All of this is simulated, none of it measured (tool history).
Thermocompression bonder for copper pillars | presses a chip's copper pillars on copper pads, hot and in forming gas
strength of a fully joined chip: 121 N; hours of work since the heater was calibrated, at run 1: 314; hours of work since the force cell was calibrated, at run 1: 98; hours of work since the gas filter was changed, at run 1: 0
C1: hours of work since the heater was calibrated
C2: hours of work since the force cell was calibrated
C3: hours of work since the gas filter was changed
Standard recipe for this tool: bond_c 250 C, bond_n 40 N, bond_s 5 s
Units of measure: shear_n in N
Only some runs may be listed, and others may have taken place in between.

run 1 hour=0 | bond_c=250 bond_n=40 bond_s=5 | C1=314 C2=98 C3=0 | shear_n=73.8
run 2 hour=81.9 | bond_c=277 bond_n=40 bond_s=5 | C1=355 C2=140 C3=42 | shear_n=96.7
run 3 hour=171.3 | bond_c=277 bond_n=40 bond_s=5 | C1=401 C2=185 C3=87 | shear_n=96.4
run 4 hour=261.5 | bond_c=277 bond_n=40 bond_s=5 | C1=446 C2=231 C3=133 | shear_n=96.4
run 5 hour=319.1 | bond_c=250 bond_n=40 bond_s=5 | C1=476 C2=260 C3=162 | shear_n=73.2
run 6 hour=400.4 | bond_c=253 bond_n=40 bond_s=5 | C1=517 C2=301 C3=203 | shear_n=76
run 7 hour=488.9 | bond_c=253 bond_n=40 bond_s=5 | C1=562 C2=346 C3=248 | shear_n=76
run 8 hour=588.3 | bond_c=253 bond_n=40 bond_s=5 | C1=612 C2=397 C3=298 | shear_n=76.2
-- hour=600.7 forming gas filter changed
run 9 hour=686 | bond_c=253 bond_n=40 bond_s=5 | C1=661 C2=446 C3=43 | shear_n=77.9
run 10 hour=730 | bond_c=253 bond_n=40 bond_s=5 | C1=684 C2=468 C3=66 | shear_n=78.9
run 11 hour=787 | bond_c=253 bond_n=40 bond_s=5 | C1=713 C2=497 C3=94 | shear_n=77.9
run 12 hour=866.9 | bond_c=253 bond_n=40 bond_s=5 | C1=753 C2=538 C3=135 | shear_n=77.8
run 13 hour=960.8 | bond_c=253 bond_n=40 bond_s=5 | C1=801 C2=585 C3=183 | shear_n=78.4
run 14 hour=1050.7 | bond_c=250 bond_n=40 bond_s=10 | C1=846 C2=631 C3=228 | shear_n=89
run 15 hour=1147.5 | bond_c=250 bond_n=40 bond_s=10 | C1=895 C2=680 C3=277 | shear_n=90
run 16 hour=1193.8 | bond_c=250 bond_n=40 bond_s=10 | C1=919 C2=703 C3=301 | shear_n=88.9
-- hour=1203.1 forming gas filter changed
run 17 hour=1236.1 | bond_c=250 bond_n=46 bond_s=10 | C1=940 C2=725 C3=17 | shear_n=99.4
run 18 hour=1335.7 | bond_c=250 bond_n=46 bond_s=3 | C1=991 C2=775 C3=67 | shear_n=74.8
-- hour=1362.1 heater calibrated with a thermocouple chip
run 19 hour=1405.6 | bond_c=250 bond_n=46 bond_s=3 | C1=22 C2=810 C3=102 | shear_n=69
run 20 hour=1499.4 | bond_c=250 bond_n=40 bond_s=11 | C1=70 C2=857 C3=149 | shear_n=89
run 21 hour=1581.7 | bond_c=232 bond_n=25 bond_s=5 | C1=111 C2=899 C3=191 | shear_n=34.5
run 22 hour=1666.7 | bond_c=238 bond_n=37 bond_s=5 | C1=154 C2=942 C3=234 | shear_n=56.3
run 23 hour=1730.9 | bond_c=244 bond_n=35 bond_s=3 | C1=187 C2=975 C3=267 | shear_n=49.1
run 24 hour=1774.2 | bond_c=244 bond_n=35 bond_s=3 | C1=209 C2=997 C3=289 | shear_n=49
-- hour=1804.6 forming gas filter changed
run 25 hour=1872 | bond_c=244 bond_n=35 bond_s=3 | C1=258 C2=1046 C3=34 | shear_n=51.5
run 26 hour=1972.4 | bond_c=263 bond_n=40 bond_s=5 | C1=309 C2=1097 C3=85 | shear_n=86.6
run 27 hour=2023.7 | bond_c=249 bond_n=40 bond_s=9 | C1=335 C2=1123 C3=111 | shear_n=85.8
run 28 hour=2082.1 | bond_c=264 bond_n=42 bond_s=5 | C1=365 C2=1152 C3=141 | shear_n=88.8
-- hour=2159.1 force cell calibrated
run 29 hour=2172.7 | bond_c=262 bond_n=42 bond_s=5 | C1=410 C2=7 C3=186 | shear_n=85.4
run 30 hour=2229.7 | bond_c=245 bond_n=42 bond_s=15 | C1=439 C2=36 C3=215 | shear_n=92.6
run 31 hour=2289.3 | bond_c=268 bond_n=39 bond_s=14 | C1=469 C2=66 C3=245 | shear_n=103.5
run 32 hour=2354 | bond_c=238 bond_n=35 bond_s=14 | C1=502 C2=99 C3=278 | shear_n=74.9
-- hour=2402.3 forming gas filter changed
run 33 hour=2402.3 | bond_c=223 bond_n=54 bond_s=14 | C1=526 C2=123 C3=0 | shear_n=86.5
run 34 hour=2451 | bond_c=223 bond_n=54 bond_s=14 | C1=551 C2=148 C3=25 | shear_n=86.9
run 35 hour=2551.7 | bond_c=224 bond_n=54 bond_s=5 | C1=602 C2=199 C3=76 | shear_n=65.7
run 36 hour=2646.9 | bond_c=278 bond_n=33 bond_s=5 | C1=650 C2=247 C3=124 | shear_n=88.2
run 37 hour=2721.6 | bond_c=234 bond_n=53 bond_s=5 | C1=688 C2=285 C3=162 | shear_n=74.2
run 38 hour=2781.9 | bond_c=234 bond_n=53 bond_s=5 | C1=719 C2=316 C3=193 | shear_n=74.6
run 39 hour=2846.2 | bond_c=264 bond_n=34 bond_s=6 | C1=751 C2=348 C3=225 | shear_n=81.7
run 40 hour=2941.3 | bond_c=236 bond_n=30 bond_s=5 | C1=799 C2=396 C3=273 | shear_n=47.9

Hidden condition of the tool, last listed run before each entry between runs versus first listed run after:
Logged between run 8 and run 9: forming gas filter changed (hour 600.7)
  true temperature of the bond over the reading, C: 5.3 -> 5.6; force that reaches the chip, % of what is set: 101.6 -> 101.8; oxide that the forming gas leaves, % of the face: 4.73 -> 1.25
  the result without the hidden state subtracted from the measured one, shear_n: +2.6 -> +5.6 N
Logged between run 16 and run 17: forming gas filter changed (hour 1203.1)
  true temperature of the bond over the reading, C: 7.4 -> 7.6; force that reaches the chip, % of what is set: 102.8 -> 102.9; oxide that the forming gas leaves, % of the face: 5.02 -> 0.94
  the result without the hidden state subtracted from the measured one, shear_n: +3.9 -> +7.1 N
Logged between run 18 and run 19: heater calibrated with a thermocouple chip (hour 1362.1)
  true temperature of the bond over the reading, C: 7.9 -> 0.9; force that reaches the chip, % of what is set: 103.1 -> 103.3; oxide that the forming gas leaves, % of the face: 1.73 -> 2.2
  the result without the hidden state subtracted from the measured one, shear_n: +8.3 -> +1.4 N
Logged between run 24 and run 25: forming gas filter changed (hour 1804.6)
  true temperature of the bond over the reading, C: 2.3 -> 2.6; force that reaches the chip, % of what is set: 104 -> 104.2; oxide that the forming gas leaves, % of the face: 4.79 -> 1.1
  the result without the hidden state subtracted from the measured one, shear_n: +1.5 -> +3.8 N
Logged between run 28 and run 29: force cell calibrated (hour 2159.1)
  true temperature of the bond over the reading, C: 3.3 -> 3.6; force that reaches the chip, % of what is set: 104.6 -> 100.3; oxide that the forming gas leaves, % of the face: 2.57 -> 3.23
  the result without the hidden state subtracted from the measured one, shear_n: +3.2 -> +0.9 N
Logged between run 32 and run 33: forming gas filter changed (hour 2402.3)
  true temperature of the bond over the reading, C: 4.3 -> 4.4; oxide that the forming gas leaves, % of the face: 4.48 -> 0.62
  the result without the hidden state subtracted from the measured one, shear_n: +1.5 -> +4.9 N

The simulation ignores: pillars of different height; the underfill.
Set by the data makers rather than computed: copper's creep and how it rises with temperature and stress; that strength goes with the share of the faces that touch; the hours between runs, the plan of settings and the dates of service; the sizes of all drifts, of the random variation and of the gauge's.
